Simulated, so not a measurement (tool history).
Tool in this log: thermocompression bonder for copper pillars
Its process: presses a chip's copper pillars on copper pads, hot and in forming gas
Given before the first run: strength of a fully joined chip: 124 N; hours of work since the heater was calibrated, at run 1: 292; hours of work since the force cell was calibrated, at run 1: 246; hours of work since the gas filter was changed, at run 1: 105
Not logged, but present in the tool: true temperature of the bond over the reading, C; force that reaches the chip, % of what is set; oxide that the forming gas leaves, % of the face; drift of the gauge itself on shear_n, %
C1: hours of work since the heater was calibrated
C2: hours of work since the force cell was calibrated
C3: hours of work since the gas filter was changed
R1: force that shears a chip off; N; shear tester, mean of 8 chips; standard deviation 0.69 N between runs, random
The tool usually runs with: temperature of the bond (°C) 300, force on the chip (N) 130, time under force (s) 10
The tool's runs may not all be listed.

{"run": 1, "hour": 0.0, "temperature of the bond (°C)": 300, "force on the chip (N)": 130, "time under force (s)": 10, "C1": 292, "C2": 246, "C3": 105, "R1": 46.0}
{"run": 2, "hour": 54.5, "temperature of the bond (°C)": 300, "force on the chip (N)": 130, "time under force (s)": 10, "C1": 325, "C2": 279, "C3": 138, "R1": 46.0}
{"run": 3, "hour": 92.4, "temperature of the bond (°C)": 300, "force on the chip (N)": 130, "time under force (s)": 10, "C1": 348, "C2": 302, "C3": 161, "R1": 44.7}
{"hour": 138.7, "done": "forming gas filter changed"}
{"run": 4, "hour": 149.9, "temperature of the bond (°C)": 300, "force on the chip (N)": 130, "time under force (s)": 10, "C1": 383, "C2": 337, "C3": 7, "R1": 49.2}
{"run": 5, "hour": 206.8, "temperature of the bond (°C)": 300, "force on the chip (N)": 130, "time under force (s)": 10, "C1": 418, "C2": 372, "C3": 42, "R1": 47.5}
{"run": 6, "hour": 272.1, "temperature of the bond (°C)": 300, "force on the chip (N)": 130, "time under force (s)": 10, "C1": 458, "C2": 411, "C3": 82, "R1": 47.5}
{"run": 7, "hour": 327.1, "temperature of the bond (°C)": 302, "force on the chip (N)": 124, "time under force (s)": 8, "C1": 491, "C2": 445, "C3": 115, "R1": 40.3}
{"run": 8, "hour": 364.5, "temperature of the bond (°C)": 302, "force on the chip (N)": 124, "time under force (s)": 8, "C1": 514, "C2": 468, "C3": 138, "R1": 39.5}
{"run": 9, "hour": 411.8, "temperature of the bond (°C)": 302, "force on the chip (N)": 124, "time under force (s)": 15, "C1": 543, "C2": 497, "C3": 167, "R1": 52.3}
{"hour": 450.6, "done": "forming gas filter changed"}
{"run": 10, "hour": 481.8, "temperature of the bond (°C)": 302, "force on the chip (N)": 124, "time under force (s)": 15, "C1": 586, "C2": 539, "C3": 19, "R1": 53.9}
{"run": 11, "hour": 536.8, "temperature of the bond (°C)": 302, "force on the chip (N)": 124, "time under force (s)": 15, "C1": 619, "C2": 573, "C3": 53, "R1": 55.0}

Estimate the outcome of run 12 from the log above:
{"run": 12, "hour": 618.0, "temperature of the bond (°C)": 278, "force on the chip (N)": 130, "time under force (s)": 10, "C1": 669, "C2": 622, "C3": 102, "R1": "?"}

R1: 31.7 N
The same run, on a tool lacking any hidden state, would have yielded R1 33.4 N.
